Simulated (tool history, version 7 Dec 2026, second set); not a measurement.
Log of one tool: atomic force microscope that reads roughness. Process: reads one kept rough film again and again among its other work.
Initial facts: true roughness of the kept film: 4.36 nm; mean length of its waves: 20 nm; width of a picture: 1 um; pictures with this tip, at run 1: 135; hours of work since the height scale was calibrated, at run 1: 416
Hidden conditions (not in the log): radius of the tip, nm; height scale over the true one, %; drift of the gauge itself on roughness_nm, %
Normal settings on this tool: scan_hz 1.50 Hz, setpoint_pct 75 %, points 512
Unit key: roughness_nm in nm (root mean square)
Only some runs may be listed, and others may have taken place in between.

run	hour	scan_hz	setpoint_pct	points	pictures with this tip	hours of work since the height scale was calibrated	roughness_nm
1	0.0	1.50	75	512	135	416	2.890
2	15.7	1.50	75	512	161	428	2.876
3	30.8	1.50	75	512	186	439	2.875
4	53.5	1.50	75	512	223	456	2.859
5	70.3	1.50	75	512	250	469	2.881
6	84.3	1.50	75	512	274	480	2.879
# hour 90.1: new tip fitted
7	109.1	1.50	75	273	31	498	2.837
8	128.7	1.50	75	273	64	513	2.807
9	139.8	1.50	75	273	82	521	2.820
10	162.1	1.50	75	512	119	538	2.868
11	182.2	1.50	75	512	152	553	2.888
12	192.8	1.50	64	512	169	561	2.918
13	207.0	1.50	64	512	192	571	2.928
14	220.0	1.50	64	512	214	581	2.929
15	231.1	0.80	64	512	232	590	2.954
16	248.6	3.17	75	512	261	603	2.751
17	259.6	3.17	75	512	279	611	2.754
# hour 261.6: new tip fitted
18	274.0	3.17	75	512	21	622	2.776
19	289.0	3.17	75	443	45	633	2.754
20	311.0	3.17	75	443	81	649	2.758
21	329.5	1.50	75	512	112	663	2.880
22	343.5	1.50	75	512	135	674	2.893
23	362.5	1.50	75	512	166	688	2.888
24	377.6	0.74	60	512	191	699	2.946
25	399.4	0.71	75	512	227	716	2.939
26	413.5	1.50	88	984	250	726	2.810
# hour 433.0: new tip fitted
27	437.9	1.50	80	904	8	744	2.879
28	459.8	1.50	80	904	44	761	2.858
29	477.0	3.78	79	624	72	774	2.673
30	497.4	3.55	89	458	106	789	2.496
31	512.6	1.49	56	512	131	801	2.984
32	525.2	1.99	71	512	151	810	2.874
33	537.6	0.50	88	512	172	819	2.930
34	557.0	0.50	88	627	204	834	2.909
35	568.1	0.50	88	627	222	842	2.923
36	582.7	0.50	88	627	246	853	2.921
37	603.3	0.50	88	627	280	869	2.920
# hour 605.9: new tip fitted
38	620.7	0.50	88	627	24	882	2.957
39	636.5	0.71	57	322	50	893	2.952
40	661.1	3.20	57	997	91	912	2.946
41	682.2	1.50	63	512	125	928	2.928
42	707.5	1.50	69	263	167	947	2.828
43	719.7	1.50	69	263	187	956	2.834

4 options for the next run, each taken on its own from the tool as it stands now. Forecast them:
A	736.9	1.50	90	322	215	969	?
B	736.9	3.74	62	838	215	969	?
C	736.9	0.65	58	501	215	969	?
D	736.9	1.50	68	263	215	969	?

run	roughness_nm
A	2.712
B	2.880
C	2.984
D	2.860
Take away the tool's hidden state, keep each run's random variation, and the runs would have read:
run	roughness_nm
A	2.726
B	2.895
C	3.000
D	2.875
